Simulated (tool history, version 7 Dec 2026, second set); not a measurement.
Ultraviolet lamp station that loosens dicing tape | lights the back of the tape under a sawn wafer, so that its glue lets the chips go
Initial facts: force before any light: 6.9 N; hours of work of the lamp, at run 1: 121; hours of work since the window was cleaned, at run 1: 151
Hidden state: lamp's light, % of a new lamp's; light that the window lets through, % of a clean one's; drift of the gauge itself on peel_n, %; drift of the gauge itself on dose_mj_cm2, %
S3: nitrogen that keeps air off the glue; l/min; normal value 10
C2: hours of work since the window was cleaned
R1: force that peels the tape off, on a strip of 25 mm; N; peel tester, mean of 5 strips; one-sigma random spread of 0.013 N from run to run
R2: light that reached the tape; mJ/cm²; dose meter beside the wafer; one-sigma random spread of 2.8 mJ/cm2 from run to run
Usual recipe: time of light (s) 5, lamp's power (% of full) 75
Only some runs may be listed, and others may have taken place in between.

Run 1, hour 0.0: usual settings; hours of work of the lamp 121; C2 151. Result: R1 0.680 N, R2 360 mJ/cm².
Run 2, hour 10.1: usual settings; hours of work of the lamp 125; C2 156. Result: R1 0.681 N, R2 360 mJ/cm².
Run 3, hour 22.3: usual settings; hours of work of the lamp 130; C2 161. Result: R1 0.676 N, R2 359 mJ/cm².
Run 4, hour 33.9: usual settings; hours of work of the lamp 135; C2 166. Result: R1 0.665 N, R2 361 mJ/cm².
Run 5, hour 40.3: usual settings but lamp's power (% of full) 80; hours of work of the lamp 138; C2 168. Result: R1 0.590 N, R2 380 mJ/cm².
Run 6, hour 46.4: usual settings but lamp's power (% of full) 80; hours of work of the lamp 140; C2 171. Result: R1 0.608 N, R2 374 mJ/cm².
Run 7, hour 55.9: usual settings but lamp's power (% of full) 80; hours of work of the lamp 144; C2 175. Result: R1 0.634 N, R2 381 mJ/cm².
Run 8, hour 68.3: usual settings but lamp's power (% of full) 80; hours of work of the lamp 150; C2 180. Result: R1 0.605 N, R2 378 mJ/cm².
Run 9, hour 79.5: usual settings but lamp's power (% of full) 80; hours of work of the lamp 154; C2 185. Result: R1 0.611 N, R2 381 mJ/cm².
Run 10, hour 88.8: usual settings but lamp's power (% of full) 80; hours of work of the lamp 158; C2 189. Result: R1 0.619 N, R2 381 mJ/cm².
Run 11, hour 97.6: usual settings but S3 5 l/min; hours of work of the lamp 162; C2 193. Result: R1 1.002 N, R2 358 mJ/cm².
Run 12, hour 104.3: usual settings but S3 5 l/min; hours of work of the lamp 165; C2 195. Result: R1 1.020 N, R2 347 mJ/cm².
Run 13, hour 113.7: usual settings; hours of work of the lamp 169; C2 199. Result: R1 0.695 N, R2 353 mJ/cm².
Run 14, hour 122.6: usual settings; hours of work of the lamp 173; C2 203. Result: R1 0.722 N, R2 349 mJ/cm².
Run 15, hour 135.0: usual settings; hours of work of the lamp 178; C2 208. Result: R1 0.703 N, R2 350 mJ/cm².
Run 16, hour 145.4: usual settings; hours of work of the lamp 182; C2 213. Result: R1 0.739 N, R2 348 mJ/cm².
Run 17, hour 158.1: usual settings; hours of work of the lamp 188; C2 218. Result: R1 0.714 N, R2 354 mJ/cm².
Run 18, hour 170.1: usual settings but time of light (s) 3; hours of work of the lamp 193; C2 223. Result: R1 1.654 N, R2 211 mJ/cm².
Run 19, hour 182.3: usual settings; hours of work of the lamp 198; C2 228. Result: R1 0.735 N, R2 344 mJ/cm².
Run 20, hour 190.2: usual settings but time of light (s) 2; hours of work of the lamp 201; C2 232. Result: R1 2.545 N, R2 143 mJ/cm².
Run 21, hour 199.9: usual settings but time of light (s) 2; hours of work of the lamp 205; C2 236. Result: R1 2.525 N, R2 142 mJ/cm².
Run 22, hour 210.6: usual settings but time of light (s) 2; hours of work of the lamp 210; C2 240. Result: R1 2.601 N, R2 139 mJ/cm².
Run 23, hour 218.1: usual settings but time of light (s) 2; hours of work of the lamp 213; C2 243. Result: R1 2.757 N, R2 138 mJ/cm².
At hour 219.7: window cleaned of glue's vapour.
Run 24, hour 228.7: usual settings but time of light (s) 8, lamp's power (% of full) 64, S3 15 l/min; hours of work of the lamp 217; C2 4. Result: R1 0.357 N, R2 450 mJ/cm².
Run 25, hour 235.6: usual settings but time of light (s) 7, lamp's power (% of full) 70; hours of work of the lamp 220; C2 7. Result: R1 0.475 N, R2 434 mJ/cm².
Run 26, hour 247.1: usual settings but time of light (s) 3, lamp's power (% of full) 89, S3 16 l/min; hours of work of the lamp 225; C2 12. Result: R1 1.134 N, R2 235 mJ/cm².
Run 27, hour 255.7: usual settings but time of light (s) 3, lamp's power (% of full) 89, S3 7 l/min; hours of work of the lamp 228; C2 15. Result: R1 1.592 N, R2 240 mJ/cm².
Run 28, hour 268.7: usual settings but time of light (s) 3, lamp's power (% of full) 86, S3 4 l/min; hours of work of the lamp 234; C2 21. Result: R1 2.102 N, R2 224 mJ/cm².
Run 29, hour 274.9: usual settings but time of light (s) 3, lamp's power (% of full) 86, S3 4 l/min; hours of work of the lamp 237; C2 23. Result: R1 2.041 N, R2 230 mJ/cm².
Run 30, hour 285.1: usual settings but time of light (s) 3, lamp's power (% of full) 96, S3 4 l/min; hours of work of the lamp 241; C2 28. Result: R1 1.784 N, R2 252 mJ/cm².
Run 31, hour 292.4: usual settings but lamp's power (% of full) 68, S3 17 l/min; hours of work of the lamp 244; C2 31. Result: R1 0.759 N, R2 294 mJ/cm².
At hour 297.0: window cleaned of glue's vapour, once more.
Run 32, hour 303.9: usual settings but lamp's power (% of full) 98, S3 5 l/min; hours of work of the lamp 249; C2 3. Result: R1 0.618 N, R2 463 mJ/cm².
Run 33, hour 314.9: usual settings; hours of work of the lamp 253; C2 8. Result: R1 0.670 N, R2 354 mJ/cm².
Run 34, hour 322.7: usual settings but time of light (s) 3, lamp's power (% of full) 70; hours of work of the lamp 256; C2 11. Result: R1 1.733 N, R2 198 mJ/cm².
Run 35, hour 336.1: usual settings but lamp's power (% of full) 93, S3 7 l/min; hours of work of the lamp 262; C2 16. Result: R1 0.570 N, R2 446 mJ/cm².
Run 36, hour 349.2: usual settings but time of light (s) 7, lamp's power (% of full) 68, S3 14 l/min; hours of work of the lamp 268; C2 22. Result: R1 0.395 N, R2 449 mJ/cm².
Run 37, hour 362.6: usual settings but time of light (s) 3, lamp's power (% of full) 60, S3 3 l/min; hours of work of the lamp 273; C2 28. Result: R1 3.068 N, R2 168 mJ/cm².
Run 38, hour 368.6: usual settings but time of light (s) 3, lamp's power (% of full) 60, S3 3 l/min; hours of work of the lamp 276; C2 30. Result: R1 2.991 N, R2 171 mJ/cm².
Run 39, hour 378.7: usual settings but time of light (s) 4, lamp's power (% of full) 65, S3 8 l/min; hours of work of the lamp 280; C2 34. Result: R1 1.413 N, R2 242 mJ/cm².
Run 40, hour 387.4: usual settings but time of light (s) 4, lamp's power (% of full) 65, S3 8 l/min; hours of work of the lamp 284; C2 38. Result: R1 1.373 N, R2 249 mJ/cm².
Run 41, hour 400.6: usual settings but time of light (s) 3, lamp's power (% of full) 68, S3 13 l/min; hours of work of the lamp 289; C2 44. Result: R1 1.687 N, R2 189 mJ/cm².
Run 42, hour 409.0: usual settings but time of light (s) 3, lamp's power (% of full) 68, S3 13 l/min; hours of work of the lamp 293; C2 47. Result: R1 1.647 N, R2 191 mJ/cm².
Run 43, hour 416.4: usual settings but lamp's power (% of full) 79, S3 4 l/min; hours of work of the lamp 296; C2 50. Result: R1 1.080 N, R2 365 mJ/cm².

Selected run-to-run steps in R1, each split into two signed amounts: the part the tool would show with no hidden state at all (from settings, incoming material and random variation), and the remainder, which goes to the hidden state together with any gauge scatter not common to the measured and the hidden-state-free results:
Run 19 -> 20: time of light (s) 5 -> 2. R1 +1.810 N: hidden state +0.135, all else +1.675.
Run 23 -> 24: time of light (s) 2 -> 8, lamp's power (% of full) 75 -> 64, S3 10 -> 15, window cleaned of glue's vapour. R1 -2.400 N: hidden state -0.234, all else -2.166.
Run 25 -> 26: time of light (s) 7 -> 3, lamp's power (% of full) 70 -> 89, S3 10 -> 16. R1 +0.659 N: hidden state +0.155, all else +0.504.
Run 36 -> 37: time of light (s) 7 -> 3, lamp's power (% of full) 68 -> 60, S3 14 -> 3. R1 +2.673 N: hidden state +0.176, all else +2.497.
